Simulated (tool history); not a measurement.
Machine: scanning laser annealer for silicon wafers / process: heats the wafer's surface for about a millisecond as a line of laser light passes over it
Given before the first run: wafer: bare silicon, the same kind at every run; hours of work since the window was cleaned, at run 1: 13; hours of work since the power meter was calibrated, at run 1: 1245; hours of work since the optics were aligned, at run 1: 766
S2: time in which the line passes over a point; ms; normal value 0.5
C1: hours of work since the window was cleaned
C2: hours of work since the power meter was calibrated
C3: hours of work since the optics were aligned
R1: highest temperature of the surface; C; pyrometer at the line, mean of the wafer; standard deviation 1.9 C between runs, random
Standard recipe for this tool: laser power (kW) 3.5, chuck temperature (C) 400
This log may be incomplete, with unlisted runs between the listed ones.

Run 1, hour 0: usual settings; C1 13; C2 1245; C3 766. Result: R1 1125 C.
Run 2, hour 43.8: usual settings; C1 35; C2 1267; C3 788. Result: R1 1127 C.
Run 3, hour 100.9: usual settings; C1 64; C2 1297; C3 817. Result: R1 1123 C.
Run 4, hour 139: usual settings; C1 84; C2 1316; C3 837. Result: R1 1126 C.
Run 5, hour 189.5: usual settings; C1 110; C2 1342; C3 863. Result: R1 1127 C.
Run 6, hour 216.3: usual settings but laser power (kW) 3.372; C1 124; C2 1356; C3 877. Result: R1 1094 C.
Run 7, hour 253: usual settings but laser power (kW) 3.372; C1 143; C2 1375; C3 896. Result: R1 1093 C.
Run 8, hour 285.6: usual settings but laser power (kW) 3.372; C1 159; C2 1392; C3 912. Result: R1 1092 C.
Run 9, hour 338.1: usual settings but laser power (kW) 3.372; C1 186; C2 1419; C3 939. Result: R1 1096 C.
Run 10, hour 397: usual settings; C1 216; C2 1449; C3 969. Result: R1 1124 C.
Run 11, hour 453.3: usual settings; C1 245; C2 1478; C3 998. Result: R1 1129 C.
Run 12, hour 483: usual settings; C1 261; C2 1493; C3 1014. Result: R1 1126 C.
Run 13, hour 507.8: usual settings; C1 273; C2 1506; C3 1026. Result: R1 1124 C.
Run 14, hour 535: usual settings but S2 0.503 ms; C1 287; C2 1520; C3 1040. Result: R1 1127 C.
Run 15, hour 561.6: usual settings but S2 0.503 ms; C1 301; C2 1533; C3 1054. Result: R1 1127 C.
Run 16, hour 594.5: usual settings but S2 0.503 ms; C1 318; C2 1550; C3 1071. Result: R1 1127 C.
Run 17, hour 643.1: usual settings but S2 0.503 ms; C1 343; C2 1575; C3 1096. Result: R1 1128 C.
Run 18, hour 670.7: usual settings but S2 0.503 ms; C1 357; C2 1589; C3 1110. Result: R1 1129 C.
Run 19, hour 699.9: usual settings but laser power (kW) 3.194, S2 0.375 ms, chuck temperature (C) 414; C1 372; C2 1604; C3 1125. Result: R1 967 C.
Run 20, hour 743.7: usual settings but laser power (kW) 3.13, chuck temperature (C) 378; C1 395; C2 1627; C3 1148. Result: R1 1012 C.
Run 21, hour 779.5: usual settings but laser power (kW) 3.13, chuck temperature (C) 378; C1 413; C2 1645; C3 1166. Result: R1 1012 C.
Run 22, hour 814.1: usual settings but laser power (kW) 3.13, chuck temperature (C) 378; C1 431; C2 1663; C3 1184. Result: R1 1011 C.
Run 23, hour 852.1: usual settings but laser power (kW) 3.675, S2 0.488 ms, chuck temperature (C) 436; C1 450; C2 1683; C3 1203. Result: R1 1195 C.
Run 24, hour 882.4: usual settings but laser power (kW) 3.675, S2 0.488 ms, chuck temperature (C) 371; C1 466; C2 1698; C3 1219. Result: R1 1134 C.
Run 25, hour 943.2: usual settings but laser power (kW) 3.675, S2 0.488 ms, chuck temperature (C) 371; C1 497; C2 1729; C3 1250. Result: R1 1129 C.
Run 26, hour 978.3: usual settings but laser power (kW) 3.617; C1 515; C2 1747; C3 1268. Result: R1 1151 C.
At hour 1002: window over the wafer cleaned.
Run 27, hour 1029: usual settings but laser power (kW) 3.617; C1 14; C2 1772; C3 1293. Result: R1 1159 C.

What differs in the tool's unlogged condition from the final listed run ahead of each entry between runs to the first listed run following it?
From run 26 to run 27: window over the wafer cleaned (hour 1002)
  light that passes the window, % of a clean one's: 99.9 -> 99.99
